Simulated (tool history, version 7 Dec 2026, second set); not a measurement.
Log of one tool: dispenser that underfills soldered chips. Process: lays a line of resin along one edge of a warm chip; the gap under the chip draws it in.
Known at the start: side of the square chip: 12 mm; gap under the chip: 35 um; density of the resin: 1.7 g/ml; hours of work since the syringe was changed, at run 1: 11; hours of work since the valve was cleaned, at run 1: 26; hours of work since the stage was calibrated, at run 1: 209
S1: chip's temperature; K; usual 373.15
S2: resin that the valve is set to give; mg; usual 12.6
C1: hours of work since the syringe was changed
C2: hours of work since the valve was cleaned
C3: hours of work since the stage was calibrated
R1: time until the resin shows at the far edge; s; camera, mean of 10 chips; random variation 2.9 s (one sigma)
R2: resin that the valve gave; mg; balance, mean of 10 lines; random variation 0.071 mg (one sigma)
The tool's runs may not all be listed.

| run | hour | S1 | S2 | C1 | C2 | C3 | R1 | R2 |
|---|---|---|---|---|---|---|---|---|
| 1 | 0 | 373.15 | 12.6 | 11 | 26 | 209 | 548.7 | 12.13 |
|  | 1.3 | new syringe of resin |
| 2 | 7.5 | 373.15 | 11.1 | 4 | 31 | 214 | 392.3 | 10.7 |
| 3 | 16.1 | 373.15 | 11.1 | 10 | 38 | 220 | 554.9 | 10.61 |
|  | 17.8 | new syringe of resin |
| 4 | 30.8 | 373.15 | 12.6 | 9 | 48 | 230 | 507.8 | 11.92 |
|  | 33.7 | new syringe of resin |
| 5 | 38 | 373.15 | 12.6 | 3 | 53 | 235 | 364.3 | 11.73 |
| 6 | 48.3 | 373.15 | 12.6 | 10 | 60 | 242 | 544.3 | 11.81 |
|  | 50 | new syringe of resin |
| 7 | 61.4 | 373.15 | 12.6 | 8 | 69 | 251 | 468.5 | 11.59 |
|  | 65.3 | new syringe of resin |
| 8 | 69 | 373.15 | 12.6 | 3 | 74 | 257 | 352.9 | 11.59 |
| 9 | 77.6 | 366.15 | 12.6 | 9 | 80 | 263 | 603.5 | 11.75 |
|  | 80.9 | new syringe of resin |
| 10 | 88.4 | 373.15 | 16 | 5 | 88 | 270 | 397.9 | 14.57 |
|  | 96.5 | new syringe of resin |
| 11 | 98.7 | 373.15 | 16 | 2 | 95 | 277 | 327.2 | 14.5 |
|  | 112.6 | new syringe of resin |
| 12 | 112.6 | 373.15 | 12.6 | 0 | 104 | 287 | 319.6 | 11.41 |
| 13 | 125.9 | 373.15 | 12.6 | 9 | 114 | 296 | 518.9 | 11.23 |
|  | 128.8 | new syringe of resin |
| 14 | 134.4 | 373.15 | 12.6 | 4 | 119 | 302 | 404.6 | 11.3 |
|  | 144.9 | new syringe of resin |
| 15 | 147.2 | 373.15 | 12.6 | 2 | 128 | 311 | 348.1 | 11.05 |
|  | 161 | new syringe of resin |
| 16 | 161.8 | 373.15 | 12.6 | 1 | 138 | 321 | 331.3 | 10.92 |
|  | 163.8 | dispensing valve cleaned and set on the balance |
| 17 | 171.5 | 373.15 | 12.6 | 7 | 5 | 327 | 448.2 | 12.63 |
|  | 178.7 | new syringe of resin |
| 18 | 187.3 | 373.15 | 13.1 | 6 | 16 | 338 | 443.5 | 12.86 |
|  | 195.2 | new syringe of resin |
| 19 | 199 | 364.15 | 11.3 | 3 | 24 | 346 | 479.3 | 11.12 |
|  | 211.7 | new syringe of resin |
| 20 | 213.1 | 373.15 | 15.9 | 1 | 34 | 356 | 323.4 | 15.42 |
| 21 | 222.1 | 360.15 | 15.9 | 7 | 41 | 362 | 679.6 | 15.37 |
|  | 227.1 | new syringe of resin |
| 22 | 237.9 | 367.15 | 14.9 | 8 | 51 | 373 | 555.7 | 14.39 |
|  | 243.1 | new syringe of resin |
| 23 | 251.9 | 367.15 | 14.9 | 6 | 61 | 383 | 513.6 | 14.15 |
|  | 259.4 | new syringe of resin |
| 24 | 263.1 | 382.15 | 13 | 3 | 69 | 390 | 279 | 12.31 |
| 25 | 274 | 376.15 | 14.3 | 10 | 77 | 398 | 493.8 | 13.34 |
|  | 275.1 | new syringe of resin |
| 26 | 287.3 | 373.15 | 15.3 | 9 | 86 | 407 | 499.1 | 14.16 |
|  | 290.9 | new syringe of resin |
| 27 | 295.5 | 373.15 | 13 | 3 | 91 | 413 | 372.1 | 11.96 |
|  | 306.5 | new syringe of resin |
| 28 | 310.2 | 373.15 | 13 | 3 | 101 | 423 | 369.6 | 11.95 |
| 29 | 320.1 | 373.15 | 13 | 10 | 108 | 430 | 546.5 | 11.83 |
|  | 323 | new syringe of resin |
| 30 | 336 | 373.15 | 13 | 9 | 119 | 441 | 541.2 | 11.8 |
|  | 339.3 | new syringe of resin |
| 31 | 350 | 373.15 | 11.7 | 8 | 129 | 451 | 511.4 | 10.43 |
|  | 354.7 | new syringe of resin |
| 32 | 358.9 | 378.15 | 12.8 | 3 | 135 | 457 | 330.4 | 11.4 |
|  | 365.6 | dispensing valve cleaned and set on the balance |
| 33 | 369 | 386.15 | 14.6 | 9 | 2 | 463 | 360.2 | 14.53 |
|  | 371.7 | new syringe of resin |
| 34 | 385.5 | 373.15 | 12.6 | 10 | 14 | 474 | 541.2 | 12.5 |
|  | 388.2 | new syringe of resin |
| 35 | 400 | 363.15 | 12.6 | 8 | 24 | 484 | 680.9 | 12.3 |

Forecast each of these 3 alternatives for the next run:
|  | 403.9 | new syringe of resin |
| A | 413.9 | 381.15 | 11.1 | 7 | 33 | 494 | ? | ? |
|  | 403.9 | new syringe of resin |
| B | 413.9 | 363.15 | 10.9 | 7 | 33 | 494 | ? | ? |
|  | 403.9 | new syringe of resin |
| C | 413.9 | 382.15 | 12.4 | 7 | 33 | 494 | ? | ? |

| run | R1 | R2 |
|---|---|---|
| A | 382.5 | 10.81 |
| B | 663.5 | 10.57 |
| C | 364.9 | 12.1 |
Without the tool's hidden state the same runs would have given:
| run | R1 | R2 |
|---|---|---|
| A | 233.3 | 11.1 |
| B | 400.2 | 10.86 |
| C | 223.6 | 12.42 |

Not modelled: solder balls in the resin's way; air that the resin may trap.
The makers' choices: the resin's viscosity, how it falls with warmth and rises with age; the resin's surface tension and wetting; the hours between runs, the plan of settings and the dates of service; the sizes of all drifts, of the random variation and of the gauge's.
